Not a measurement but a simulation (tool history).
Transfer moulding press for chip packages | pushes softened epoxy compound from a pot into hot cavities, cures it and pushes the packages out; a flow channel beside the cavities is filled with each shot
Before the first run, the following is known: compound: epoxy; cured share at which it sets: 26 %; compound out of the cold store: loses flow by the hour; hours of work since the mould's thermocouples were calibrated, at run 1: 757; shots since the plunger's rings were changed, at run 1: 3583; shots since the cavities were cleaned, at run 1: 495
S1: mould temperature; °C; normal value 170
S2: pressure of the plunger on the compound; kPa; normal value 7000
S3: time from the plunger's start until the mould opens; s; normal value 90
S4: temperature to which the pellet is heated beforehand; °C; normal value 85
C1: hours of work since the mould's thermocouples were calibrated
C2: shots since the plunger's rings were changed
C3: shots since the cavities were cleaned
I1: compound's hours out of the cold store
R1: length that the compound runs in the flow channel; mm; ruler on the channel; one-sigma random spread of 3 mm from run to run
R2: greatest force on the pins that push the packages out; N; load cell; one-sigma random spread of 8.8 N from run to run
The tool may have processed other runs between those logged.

{"run": 1, "day": 0.0, "S1": 170, "S2": 7000, "S3": 90, "S4": 85, "C1": 757, "C2": 3583, "C3": 495, "I1": 34.5, "R1": 919, "R2": 394}
{"run": 2, "day": 1.571, "S1": 170, "S2": 7790, "S3": 90, "S4": 85, "C1": 779, "C2": 3983, "C3": 895, "I1": 32.7, "R1": 975, "R2": 383}
{"day": 2.567, "done": "cavities cleaned with cleaning compound and waxed"}
{"run": 3, "day": 2.596, "S1": 170, "S2": 7000, "S3": 90, "S4": 85, "C1": 792, "C2": 4227, "C3": 7, "I1": 39.1, "R1": 897, "R2": 393}
{"day": 2.912, "done": "plunger's sealing rings changed"}
{"run": 4, "day": 4.188, "S1": 170, "S2": 7000, "S3": 90, "S4": 95, "C1": 812, "C2": 325, "C3": 387, "I1": 39.5, "R1": 896, "R2": 378}
{"run": 5, "day": 5.1, "S1": 170, "S2": 7000, "S3": 128, "S4": 85, "C1": 824, "C2": 557, "C3": 619, "I1": 12.4, "R1": 998, "R2": 262}
{"day": 5.508, "done": "mould's thermocouples calibrated"}
{"run": 6, "day": 6.65, "S1": 170, "S2": 7000, "S3": 128, "S4": 85, "C1": 15, "C2": 930, "C3": 992, "I1": 9.1, "R1": 1013, "R2": 249}
{"day": 7.35, "done": "cavities cleaned with cleaning compound and waxed"}
{"run": 7, "day": 8.1, "S1": 170, "S2": 7000, "S3": 128, "S4": 85, "C1": 34, "C2": 1283, "C3": 190, "I1": 34, "R1": 915, "R2": 261}
{"run": 8, "day": 9.342, "S1": 170, "S2": 7000, "S3": 90, "S4": 85, "C1": 51, "C2": 1600, "C3": 507, "I1": 40.7, "R1": 891, "R2": 361}
{"run": 9, "day": 10.579, "S1": 170, "S2": 7000, "S3": 90, "S4": 85, "C1": 68, "C2": 1915, "C3": 822, "I1": 15.7, "R1": 982, "R2": 417}
{"run": 10, "day": 11.508, "S1": 170, "S2": 7000, "S3": 90, "S4": 85, "C1": 80, "C2": 2151, "C3": 1058, "I1": 28.7, "R1": 943, "R2": 390}
{"day": 11.871, "done": "cavities cleaned with cleaning compound and waxed"}
{"run": 11, "day": 13.071, "S1": 170, "S2": 7000, "S3": 90, "S4": 85, "C1": 101, "C2": 2533, "C3": 305, "I1": 30.2, "R1": 931, "R2": 386}
{"run": 12, "day": 14.45, "S1": 170, "S2": 7000, "S3": 90, "S4": 85, "C1": 119, "C2": 2884, "C3": 656, "I1": 27.2, "R1": 946, "R2": 408}
{"run": 13, "day": 15.475, "S1": 170, "S2": 7000, "S3": 86, "S4": 85, "C1": 133, "C2": 3145, "C3": 917, "I1": 22.3, "R1": 954, "R2": 439}
{"day": 16.346, "done": "cavities cleaned with cleaning compound and waxed"}
{"run": 14, "day": 16.638, "S1": 170, "S2": 7000, "S3": 86, "S4": 80, "C1": 148, "C2": 3425, "C3": 74, "I1": 33.6, "R1": 920, "R2": 409}
{"run": 15, "day": 17.721, "S1": 170, "S2": 7000, "S3": 90, "S4": 89, "C1": 163, "C2": 3701, "C3": 350, "I1": 29.7, "R1": 927, "R2": 380}
{"run": 16, "day": 19.225, "S1": 170, "S2": 5420, "S3": 90, "S4": 75, "C1": 183, "C2": 4083, "C3": 732, "I1": 22.2, "R1": 845, "R2": 397}
{"day": 20.062, "done": "plunger's sealing rings changed"}
{"run": 17, "day": 20.462, "S1": 170, "S2": 5420, "S3": 90, "S4": 75, "C1": 198, "C2": 102, "C3": 1021, "I1": 47.7, "R1": 767, "R2": 403}
{"day": 20.946, "done": "cavities cleaned with cleaning compound and waxed"}
{"run": 18, "day": 21.388, "S1": 169, "S2": 6560, "S3": 99, "S4": 75, "C1": 210, "C2": 322, "C3": 113, "I1": 30.2, "R1": 903, "R2": 350}
{"run": 19, "day": 22.112, "S1": 172, "S2": 7000, "S3": 87, "S4": 78, "C1": 220, "C2": 506, "C3": 297, "I1": 12.2, "R1": 996, "R2": 370}
{"run": 20, "day": 23.588, "S1": 171, "S2": 8050, "S3": 90, "S4": 85, "C1": 240, "C2": 882, "C3": 673, "I1": 34.7, "R1": 974, "R2": 354}
{"run": 21, "day": 24.542, "S1": 170, "S2": 7000, "S3": 90, "S4": 93, "C1": 253, "C2": 1125, "C3": 916, "I1": 43.6, "R1": 877, "R2": 370}
{"day": 25.45, "done": "cavities cleaned with cleaning compound and waxed"}
{"run": 22, "day": 26.075, "S1": 170, "S2": 5360, "S3": 88, "S4": 85, "C1": 273, "C2": 1500, "C3": 160, "I1": 18, "R1": 851, "R2": 413}
{"run": 23, "day": 27.212, "S1": 170, "S2": 7000, "S3": 90, "S4": 85, "C1": 288, "C2": 1788, "C3": 448, "I1": 26.2, "R1": 944, "R2": 382}
{"run": 24, "day": 27.983, "S1": 170, "S2": 7000, "S3": 79, "S4": 85, "C1": 299, "C2": 1985, "C3": 645, "I1": 12.9, "R1": 996, "R2": 565}
{"run": 25, "day": 29.104, "S1": 176, "S2": 7000, "S3": 108, "S4": 91, "C1": 314, "C2": 2270, "C3": 930, "I1": 26.7, "R1": 922, "R2": 262}
{"day": 30.004, "done": "cavities cleaned with cleaning compound and waxed"}
{"run": 26, "day": 30.488, "S1": 170, "S2": 6320, "S3": 90, "S4": 85, "C1": 332, "C2": 2606, "C3": 122, "I1": 18.3, "R1": 926, "R2": 390}
{"run": 27, "day": 31.962, "S1": 177, "S2": 5850, "S3": 78, "S4": 85, "C1": 352, "C2": 2983, "C3": 499, "I1": 35, "R1": 811, "R2": 313}
{"run": 28, "day": 33.354, "S1": 177, "S2": 5850, "S3": 78, "S4": 85, "C1": 370, "C2": 3336, "C3": 852, "I1": 25.8, "R1": 839, "R2": 344}

Forecast each of these 4 alternatives for the next run:
{"day": 34.546, "done": "cavities cleaned with cleaning compound and waxed"}
{"run": "A", "day": 34.838, "S1": 178, "S2": 5850, "S3": 78, "S4": 85, "C1": 390, "C2": 3698, "C3": 74, "I1": 32.7, "R1": "?", "R2": "?"}
{"day": 34.546, "done": "cavities cleaned with cleaning compound and waxed"}
{"run": "B", "day": 34.838, "S1": 170, "S2": 7000, "S3": 78, "S4": 79, "C1": 390, "C2": 3698, "C3": 74, "I1": 14.1, "R1": "?", "R2": "?"}
{"day": 34.546, "done": "cavities cleaned with cleaning compound and waxed"}
{"run": "C", "day": 34.838, "S1": 177, "S2": 5870, "S3": 78, "S4": 85, "C1": 390, "C2": 3698, "C3": 74, "I1": 41.8, "R1": "?", "R2": "?"}
{"day": 34.546, "done": "cavities cleaned with cleaning compound and waxed"}
{"run": "D", "day": 34.838, "S1": 177, "S2": 6210, "S3": 97, "S4": 86, "C1": 390, "C2": 3698, "C3": 74, "I1": 45, "R1": "?", "R2": "?"}

run=A R1=818 R2=307
run=B R1=993 R2=582
run=C R1=792 R2=320
run=D R1=803 R2=258
The same runs, with their run-to-run variation unchanged, on a tool lacking any hidden condition would have given:
run=A R1=819 R2=306
run=B R1=994 R2=581
run=C R1=793 R2=319
run=D R1=804 R2=257
